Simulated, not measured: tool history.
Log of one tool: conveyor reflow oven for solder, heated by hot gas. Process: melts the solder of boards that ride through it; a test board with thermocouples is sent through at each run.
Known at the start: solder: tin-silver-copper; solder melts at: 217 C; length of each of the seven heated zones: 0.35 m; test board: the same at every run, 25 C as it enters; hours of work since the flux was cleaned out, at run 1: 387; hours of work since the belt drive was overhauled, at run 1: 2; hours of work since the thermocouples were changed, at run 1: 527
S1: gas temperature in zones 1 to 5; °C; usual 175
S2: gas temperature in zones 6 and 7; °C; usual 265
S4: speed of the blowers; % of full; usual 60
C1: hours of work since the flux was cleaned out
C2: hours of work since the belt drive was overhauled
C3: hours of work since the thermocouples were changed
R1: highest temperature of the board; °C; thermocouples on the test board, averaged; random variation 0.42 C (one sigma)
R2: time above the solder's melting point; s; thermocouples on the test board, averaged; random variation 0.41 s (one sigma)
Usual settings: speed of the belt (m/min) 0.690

run 1 hour=0.0 | S1=175 S2=265 speed_of_the_belt_(m/min)=0.690 S4=60 | C1=387 C2=2 C3=527 | R1=240.2 R2=34.9
-- hour=48.2 flux residue cleaned out of gas plates and filters
run 2 hour=48.2 | S1=175 S2=265 speed_of_the_belt_(m/min)=0.690 S4=60 | C1=0 C2=30 C3=555 | R1=242.7 R2=38.3
run 3 hour=84.3 | S1=175 S2=265 speed_of_the_belt_(m/min)=0.690 S4=60 | C1=24 C2=54 C3=579 | R1=242.0 R2=37.1
run 4 hour=110.8 | S1=175 S2=265 speed_of_the_belt_(m/min)=0.690 S4=60 | C1=41 C2=71 C3=596 | R1=242.2 R2=37.7
run 5 hour=144.8 | S1=175 S2=265 speed_of_the_belt_(m/min)=0.690 S4=88 | C1=63 C2=93 C3=619 | R1=247.8 R2=42.8
run 6 hour=179.4 | S1=175 S2=265 speed_of_the_belt_(m/min)=0.690 S4=88 | C1=86 C2=116 C3=641 | R1=247.7 R2=43.2
run 7 hour=219.2 | S1=175 S2=257 speed_of_the_belt_(m/min)=0.690 S4=60 | C1=112 C2=142 C3=667 | R1=235.5 R2=30.8
-- hour=239.7 thermocouples of zones 6 and 7 changed
run 8 hour=243.6 | S1=175 S2=257 speed_of_the_belt_(m/min)=0.690 S4=60 | C1=127 C2=157 C3=3 | R1=235.7 R2=32.6
run 9 hour=273.4 | S1=175 S2=257 speed_of_the_belt_(m/min)=0.690 S4=62 | C1=146 C2=176 C3=22 | R1=237.2 R2=33.1
run 10 hour=311.0 | S1=175 S2=257 speed_of_the_belt_(m/min)=0.690 S4=62 | C1=171 C2=201 C3=47 | R1=236.7 R2=32.8
run 11 hour=333.7 | S1=175 S2=272 speed_of_the_belt_(m/min)=0.690 S4=62 | C1=185 C2=216 C3=61 | R1=248.9 R2=43.0
run 12 hour=360.7 | S1=186 S2=253 speed_of_the_belt_(m/min)=0.690 S4=62 | C1=203 C2=233 C3=79 | R1=236.1 R2=35.0
run 13 hour=388.1 | S1=174 S2=265 speed_of_the_belt_(m/min)=0.557 S4=57 | C1=221 C2=251 C3=97 | R1=248.9 R2=53.1
run 14 hour=422.0 | S1=167 S2=265 speed_of_the_belt_(m/min)=0.711 S4=89 | C1=243 C2=273 C3=119 | R1=245.4 R2=38.0
run 15 hour=457.5 | S1=167 S2=265 speed_of_the_belt_(m/min)=0.711 S4=89 | C1=266 C2=297 C3=142 | R1=245.4 R2=37.3
run 16 hour=490.5 | S1=167 S2=265 speed_of_the_belt_(m/min)=0.711 S4=89 | C1=288 C2=318 C3=164 | R1=244.4 R2=36.8
run 17 hour=517.2 | S1=167 S2=265 speed_of_the_belt_(m/min)=0.711 S4=89 | C1=305 C2=336 C3=182 | R1=245.0 R2=37.0

Hidden state or all else? Some run-to-run changes of R1, split into what the settings, what came in and random variation would give without the hidden state, and what is left for the hidden state (with any gauge scatter that isn't in both results):
The hidden state here: heat that the gas passes to the board, % of a clean oven's; belt's true speed, % of the reading; true gas temperature in zones 6 and 7 over the reading, C; drift of the gauge itself on peak_c, C; drift of the gauge itself on liquid_s, %.
Run 1 -> 2: flux residue cleaned out of gas plates and filters. R1 +2.5 °C: hidden state +2.6, all else -0.1.
Run 11 -> 12: S1 175 -> 186, S2 272 -> 253. R1 -12.8 °C: hidden state +0.1, all else -12.9.
